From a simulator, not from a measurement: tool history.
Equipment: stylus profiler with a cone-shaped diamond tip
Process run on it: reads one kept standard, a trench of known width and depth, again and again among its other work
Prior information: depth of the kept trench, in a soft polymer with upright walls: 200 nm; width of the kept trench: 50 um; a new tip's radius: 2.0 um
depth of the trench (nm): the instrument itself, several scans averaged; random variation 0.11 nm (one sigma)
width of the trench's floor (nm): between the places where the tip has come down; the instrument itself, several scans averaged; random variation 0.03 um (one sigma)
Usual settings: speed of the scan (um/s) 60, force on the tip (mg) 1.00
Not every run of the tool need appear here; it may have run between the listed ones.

run,hour,speed of the scan (um/s),force on the tip (mg),depth of the trench (nm),width of the trench's floor (nm)
1,0.0,60,1.00,200.61,47750
2,39.9,178,1.00,200.77,46900
3,83.9,178,1.00,200.57,46870
4,165.2,178,1.00,200.59,46850
5,215.1,178,1.00,200.62,46850
6,298.3,178,1.00,200.73,46830
7,364.3,178,1.00,200.48,46810
8,439.0,60,1.00,200.43,47800
9,489.3,60,1.00,200.65,47800
10,531.6,163,1.00,200.79,46950
11,578.9,163,1.00,200.55,46970
12,619.4,17,1.00,200.53,48150
13,691.9,17,1.00,200.49,48120
14,760.3,17,1.00,200.56,48150
15,805.1,60,1.00,200.68,47790
16,884.9,23,1.00,200.75,48050
17,924.0,23,1.00,200.52,48060
18,986.5,23,1.00,200.55,48110
19,1053.5,60,1.00,200.60,47740
20,1123.5,60,1.00,200.67,47740
21,1159.9,44,0.95,200.76,47880
22,1227.3,186,0.79,200.51,46610
23,1267.9,179,0.79,200.74,46650
24,1323.3,179,0.80,200.53,46670
25,1399.9,66,2.29,200.94,47950
26,1454.9,36,0.56,200.40,47860
27,1535.0,79,1.54,200.73,47770
28,1598.7,79,1.54,200.72,47680
29,1678.6,56,1.72,201.05,47910
30,1741.3,105,1.39,200.73,47490
31,1807.7,23,1.82,201.14,48120
32,1877.3,60,1.25,200.78,47850
33,1956.4,39,1.36,200.79,47950
34,2010.2,39,1.36,200.82,47960
35,2087.0,178,1.31,200.83,47050
36,2167.8,42,0.95,200.51,47910
37,2213.0,98,0.88,200.60,47430
38,2296.6,98,0.88,200.46,47440
39,2357.6,85,0.50,200.43,47280

Removed from this log: 1 entry logged between the listed runs. Between which two listed runs does each belong, and how does the tool's hidden state at the listed run before it compare with that at the listed run after it?
In the gap between runs 25 and 26: height scale calibrated on a step standard (hour 1435.0)
  height scale over the true one, %: 0.006 -> 0
